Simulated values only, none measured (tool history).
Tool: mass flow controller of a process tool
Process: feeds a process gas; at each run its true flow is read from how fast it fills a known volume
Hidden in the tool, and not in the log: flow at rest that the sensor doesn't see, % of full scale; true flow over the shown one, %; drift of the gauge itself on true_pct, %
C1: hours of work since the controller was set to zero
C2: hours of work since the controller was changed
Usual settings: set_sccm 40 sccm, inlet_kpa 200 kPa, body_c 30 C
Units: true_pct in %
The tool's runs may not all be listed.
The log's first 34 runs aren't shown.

Run 35, day 195.608: usual settings but set_sccm 7 sccm, inlet_kpa 258 kPa, body_c 20 C; C1 4952; C2 4952. Result: true_pct 90.84 %.
Run 36, day 199.962: usual settings but set_sccm 7 sccm, inlet_kpa 258 kPa, body_c 20 C; C1 5035; C2 5035. Result: true_pct 90.56 %.
Run 37, day 207.562: usual settings but set_sccm 27 sccm, inlet_kpa 184 kPa; C1 5181; C2 5181. Result: true_pct 96 %.
Run 38, day 213.35: usual settings but set_sccm 27 sccm, inlet_kpa 206 kPa, body_c 36 C; C1 5292; C2 5292. Result: true_pct 95.51 %.
Run 39, day 220.008: usual settings but set_sccm 22 sccm, inlet_kpa 165 kPa, body_c 35 C; C1 5420; C2 5420. Result: true_pct 95.28 %.
Run 40, day 227.967: usual settings but set_sccm 21 sccm, inlet_kpa 141 kPa, body_c 31 C; C1 5572; C2 5572. Result: true_pct 95.16 %.
Run 41, day 235.371: usual settings but set_sccm 8 sccm, inlet_kpa 142 kPa, body_c 32 C; C1 5714; C2 5714. Result: true_pct 90.83 %.
Run 42, day 240.871: usual settings but set_sccm 12 sccm, inlet_kpa 217 kPa, body_c 24 C; C1 5820; C2 5820. Result: true_pct 92.71 %.
Run 43, day 248.808: usual settings but set_sccm 12 sccm, inlet_kpa 191 kPa, body_c 24 C; C1 5972; C2 5972. Result: true_pct 92.78 %.
Run 44, day 255.612: usual settings but set_sccm 43 sccm, inlet_kpa 210 kPa, body_c 24 C; C1 6102; C2 6102. Result: true_pct 96.52 %.

5 ways to go on from here, each from the tool as it stands after run 44. What would each give?
Run A, day 262.629: usual settings but set_sccm 24 sccm, inlet_kpa 255 kPa; C1 6237; C2 6237. Result: true_pct ?.
Run B, day 262.629: usual settings but set_sccm 43 sccm, inlet_kpa 207 kPa; C1 6237; C2 6237. Result: true_pct ?.
Run C, day 262.629: usual settings but set_sccm 6 sccm, inlet_kpa 269 kPa, body_c 23 C; C1 6237; C2 6237. Result: true_pct ?.
Run D, day 262.629: usual settings but set_sccm 17 sccm, inlet_kpa 174 kPa, body_c 24 C; C1 6237; C2 6237. Result: true_pct ?.
Run E, day 262.629: usual settings but set_sccm 41 sccm, inlet_kpa 193 kPa, body_c 39 C; C1 6237; C2 6237. Result: true_pct ?.

run  true_pct
  A     94.46
  B      96.2
  C     87.21
  D     93.94
  E     95.79
Without the tool's hidden state the same runs would have given:
run  true_pct
  A     98.96
  B     99.69
  C     98.55
  D     99.38
  E     99.34
